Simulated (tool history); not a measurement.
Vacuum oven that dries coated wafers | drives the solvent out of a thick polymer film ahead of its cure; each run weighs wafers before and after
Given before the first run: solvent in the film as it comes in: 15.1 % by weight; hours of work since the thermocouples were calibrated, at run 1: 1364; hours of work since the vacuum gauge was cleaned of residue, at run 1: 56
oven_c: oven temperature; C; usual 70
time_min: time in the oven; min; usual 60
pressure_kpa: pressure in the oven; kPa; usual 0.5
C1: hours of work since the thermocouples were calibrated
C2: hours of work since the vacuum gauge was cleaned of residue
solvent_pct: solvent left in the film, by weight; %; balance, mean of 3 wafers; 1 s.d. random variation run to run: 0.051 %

Run 1, day 0: usual settings; C1 1364; C2 56. Result: solvent_pct 1.17 %.
Run 2, day 0.8: usual settings; C1 1377; C2 68. Result: solvent_pct 1.14 %.
Run 3, day 1.675: usual settings; C1 1391; C2 82. Result: solvent_pct 1.06 %.
Run 4, day 2.712: usual settings but pressure_kpa 0.669 kPa; C1 1407; C2 99. Result: solvent_pct 1.42 %.
Run 5, day 3.775: usual settings but pressure_kpa 0.669 kPa; C1 1424; C2 116. Result: solvent_pct 1.3 %.
Run 6, day 4.546: usual settings; C1 1436; C2 128. Result: solvent_pct 1.05 %.
Run 7, day 5.038: usual settings but oven_c 57 C; C1 1444; C2 136. Result: solvent_pct 2.99 %.
Run 8, day 5.796: usual settings but oven_c 57 C, pressure_kpa 0.593 kPa; C1 1456; C2 148. Result: solvent_pct 3.2 %.
Run 9, day 6.854: usual settings but oven_c 66 C; C1 1473; C2 165. Result: solvent_pct 1.59 %.
Run 10, day 7.612: usual settings; C1 1485; C2 177. Result: solvent_pct 1.17 %.
Run 11, day 8.1: usual settings but time_min 47 min; C1 1493; C2 185. Result: solvent_pct 1.63 %.
Run 12, day 9.079: usual settings but oven_c 78 C, pressure_kpa 0.912 kPa; C1 1509; C2 201. Result: solvent_pct 0.91 %.
Run 13, day 9.883: usual settings but oven_c 71 C, time_min 30 min, pressure_kpa 0.293 kPa; C1 1522; C2 214. Result: solvent_pct 2.65 %.
At day 10.504: oven's thermocouples calibrated.
Run 14, day 10.708: usual settings but oven_c 78 C, time_min 32 min, pressure_kpa 0.755 kPa; C1 3; C2 226. Result: solvent_pct 1.82 %.
Run 15, day 11.817: usual settings but time_min 38 min, pressure_kpa 0.576 kPa; C1 21; C2 243. Result: solvent_pct 2.24 %.
Run 16, day 12.858: usual settings but oven_c 56 C, pressure_kpa 1.458 kPa; C1 38; C2 260. Result: solvent_pct 5.26 %.
Run 17, day 13.904: usual settings but oven_c 56 C, pressure_kpa 0.552 kPa; C1 54; C2 277. Result: solvent_pct 3.43 %.
Run 18, day 14.538: usual settings but oven_c 67 C, time_min 39 min, pressure_kpa 0.629 kPa; C1 65; C2 287. Result: solvent_pct 2.79 %.
Run 19, day 15.392: usual settings but oven_c 67 C, time_min 39 min, pressure_kpa 0.629 kPa; C1 78; C2 300. Result: solvent_pct 2.84 %.
Run 20, day 15.883: usual settings but oven_c 60 C, time_min 100 min, pressure_kpa 0.753 kPa; C1 86; C2 308. Result: solvent_pct 1.77 %.
Run 21, day 16.738: usual settings but time_min 53 min, pressure_kpa 0.984 kPa; C1 100; C2 322. Result: solvent_pct 1.96 %.

Each row is a separate what-if for the run after 21, all from the same tool condition, not one after another. Results?
Run A, day 17.5: usual settings but oven_c 77 C, time_min 58 min; C1 112; C2 334. Result: solvent_pct ?.
Run B, day 17.5: usual settings but oven_c 65 C, time_min 75 min; C1 112; C2 334. Result: solvent_pct ?.
Run C, day 17.5: usual settings but oven_c 55 C, time_min 38 min, pressure_kpa 0.4 kPa; C1 112; C2 334. Result: solvent_pct ?.
Run D, day 17.5: usual settings but oven_c 74 C, time_min 43 min, pressure_kpa 0.699 kPa; C1 112; C2 334. Result: solvent_pct ?.

run  solvent_pct
  A         0.73
  B         1.35
  C         5.06
  D         1.53
Had the tool no hidden state, the same runs would have come out as:
run  solvent_pct
  A         0.73
  B         1.35
  C         5.06
  D         1.53
